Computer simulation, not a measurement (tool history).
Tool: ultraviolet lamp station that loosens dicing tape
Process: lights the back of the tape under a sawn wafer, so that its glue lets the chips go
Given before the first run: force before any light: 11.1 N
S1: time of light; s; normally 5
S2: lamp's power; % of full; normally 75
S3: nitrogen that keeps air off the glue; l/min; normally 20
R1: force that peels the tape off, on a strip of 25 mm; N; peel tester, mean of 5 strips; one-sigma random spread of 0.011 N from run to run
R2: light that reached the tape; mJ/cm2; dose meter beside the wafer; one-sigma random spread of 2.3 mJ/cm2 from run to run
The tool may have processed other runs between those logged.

run,hour,S1,S2,S3,R1,R2
1,0,5,75,20,0.471,239
2,39.8,5,75,20,0.458,237
3,71.8,5,96,20,0.314,301
4,101.5,5,96,20,0.308,300
5,158.6,5,75,7,0.972,243
6,191.3,5,75,7,0.938,233
7,256.9,5,75,7,0.955,239
8,295,5,72,20,0.508,229
9,324.8,5,72,20,0.5,226
# hour 369: window cleaned of glue's vapour
10,373.4,5,72,20,0.504,228
11,440.5,5,72,20,0.534,230
12,501.9,7,75,20,0.282,329
13,537,8,75,20,0.252,377
14,566.1,8,75,20,0.262,380
15,620.8,8,75,20,0.26,375
16,658.8,5,75,38,0.354,236
17,713,5,75,38,0.358,232
18,745,5,75,38,0.354,238
19,781.1,5,75,38,0.362,236
20,826.1,5,91,30,0.299,286
21,880.9,5,75,15,0.556,238
22,943.2,4,63,20,1.089,161
23,1007.3,4,75,17,0.843,187
# hour 1051.2: window cleaned of glue's vapour
24,1070.8,4,75,17,0.821,186
25,1126.5,4,75,17,0.801,189
26,1156.2,4,75,17,0.802,188
27,1204.9,3,64,8,2.807,119
28,1233.9,3,64,8,2.788,119
29,1290.8,3,67,32,1.299,125
30,1318.6,2,75,7,3.883,95
31,1370.1,5,81,30,0.354,256
32,1401.9,8,81,30,0.241,409
33,1438.6,8,81,30,0.23,406
34,1504.3,2,89,8,2.979,111
35,1559.1,3,76,20,1.304,143

5 options for the next run, each taken on its own from the tool as it stands now. Forecast them:
A,1591.6,3,69,13,?,?
B,1591.6,5,73,20,?,?
C,1591.6,3,60,20,?,?
D,1591.6,5,62,20,?,?
E,1591.6,3,69,20,?,?

run,R1,R2
A,1.934,130
B,0.478,225
C,1.914,113
D,0.69,199
E,1.572,131
The same runs, with their run-to-run variation unchanged, on a tool lacking any hidden condition would have given:
run,R1,R2
A,1.929,130
B,0.477,225
C,1.909,113
D,0.687,199
E,1.567,131
